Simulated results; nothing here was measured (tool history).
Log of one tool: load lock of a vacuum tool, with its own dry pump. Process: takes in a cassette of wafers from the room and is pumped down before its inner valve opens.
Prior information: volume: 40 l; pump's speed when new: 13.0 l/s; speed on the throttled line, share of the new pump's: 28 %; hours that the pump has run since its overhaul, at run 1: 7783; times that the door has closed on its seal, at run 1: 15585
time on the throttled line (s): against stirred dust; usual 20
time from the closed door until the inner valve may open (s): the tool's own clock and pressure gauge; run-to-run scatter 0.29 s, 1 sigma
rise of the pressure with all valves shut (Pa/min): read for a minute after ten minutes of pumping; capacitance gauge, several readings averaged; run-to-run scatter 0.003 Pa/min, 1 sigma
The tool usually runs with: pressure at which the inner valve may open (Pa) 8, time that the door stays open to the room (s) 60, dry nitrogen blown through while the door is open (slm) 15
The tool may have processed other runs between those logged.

| run | hour | time on the throttled line (s) | pressure at which the inner valve may open (Pa) | time that the door stays open to the room (s) | dry nitrogen blown through while the door is open (slm) | hours that the pump has run since its overhaul | times that the door has closed on its seal | incoming humidity of the room's air, % | time from the closed door until the inner valve may open (s) | rise of the pressure with all valves shut (Pa/min) |
|---|---|---|---|---|---|---|---|---|---|---|
| 1 | 0.0 | 20 | 8 | 60 | 15 | 7783 | 15585 | 47.3 | 44.8 | 0.107 |
| 2 | 71.9 | 20 | 8 | 60 | 8 | 7855 | 15896 | 42.7 | 44.3 | 0.116 |
| 3 | 208.0 | 20 | 9 | 60 | 15 | 7991 | 16484 | 45.9 | 44.2 | 0.111 |
| 4 | 332.2 | 20 | 9 | 60 | 15 | 8115 | 17022 | 46.2 | 44.3 | 0.124 |
| 5 | 492.0 | 20 | 9 | 60 | 15 | 8275 | 17713 | 48.6 | 44.1 | 0.125 |
| 6 | 645.8 | 20 | 9 | 60 | 15 | 8429 | 18379 | 47.2 | 43.9 | 0.132 |
| 7 | 808.2 | 20 | 9 | 60 | 15 | 8591 | 19082 | 41.9 | 44.2 | 0.128 |
| 8 | 874.3 | 20 | 9 | 60 | 15 | 8657 | 19368 | 43.5 | 44.6 | 0.130 |
| 9 | 1020.7 | 20 | 9 | 60 | 15 | 8804 | 20001 | 43.5 | 44.4 | 0.137 |
| 10 | 1112.2 | 20 | 9 | 60 | 15 | 8895 | 20397 | 44.8 | 44.1 | 0.138 |
| 11 | 1268.5 | 20 | 8 | 60 | 15 | 9051 | 21074 | 46.4 | 44.5 | 0.144 |
| 12 | 1334.7 | 20 | 8 | 60 | 15 | 9118 | 21360 | 45.9 | 45.0 | 0.144 |
| 13 | 1429.1 | 20 | 13 | 60 | 15 | 9212 | 21769 | 43.2 | 43.0 | 0.150 |
| 14 | 1527.8 | 20 | 13 | 60 | 15 | 9311 | 22196 | 44.3 | 43.3 | 0.154 |
| 15 | 1691.8 | 16 | 13 | 60 | 15 | 9475 | 22905 | 46.3 | 40.4 | 0.158 |
| 16 | 1786.7 | 16 | 13 | 60 | 15 | 9570 | 23316 | 48.8 | 40.4 | 0.160 |
| 17 | 1895.8 | 16 | 13 | 60 | 15 | 9679 | 23788 | 43.4 | 40.6 | 0.159 |
| 18 | 2022.5 | 14 | 8 | 60 | 15 | 9805 | 24336 | 42.9 | 41.3 | 0.173 |
| 19 | 2175.0 | 14 | 8 | 60 | 15 | 9958 | 24996 | 42.8 | 41.4 | 0.167 |
| 20 | 2316.4 | 32 | 8 | 60 | 16 | 10099 | 25608 | 45.4 | 53.8 | 0.176 |
| 21 | 2461.7 | 32 | 8 | 32 | 12 | 10245 | 26237 | 47.9 | 53.3 | 0.175 |
| 22 | 2589.3 | 36 | 7 | 146 | 6 | 10372 | 26789 | 46.3 | 56.5 | 0.232 |
| 23 | 2690.4 | 20 | 10 | 106 | 6 | 10473 | 27226 | 44.1 | 44.3 | 0.215 |
| 24 | 2848.7 | 20 | 10 | 106 | 26 | 10632 | 27911 | 43.2 | 44.4 | 0.206 |
| 25 | 2995.7 | 11 | 8 | 33 | 15 | 10779 | 28547 | 48.7 | 38.8 | 0.183 |
| 26 | 3145.3 | 20 | 6 | 60 | 15 | 10928 | 29195 | 43.5 | 46.2 | 0.211 |
| 27 | 3254.3 | 10 | 10 | 110 | 8 | 11037 | 29666 | 43.4 | 37.1 | 0.237 |

Predict the results of run 28:
| 28 | 3329.5 | 21 | 8 | 83 | 11 | 11112 | 29992 | 48.4 | ? | ? |

{"run 28": {"time from the closed door until the inner valve may open (s)": 45.5, "rise of the pressure with all valves shut (Pa/min)": 0.229}}
Without the tool's hidden state the same run would have given time from the closed door until the inner valve may open (s) 44.1, rise of the pressure with all valves shut (Pa/min) 0.048.
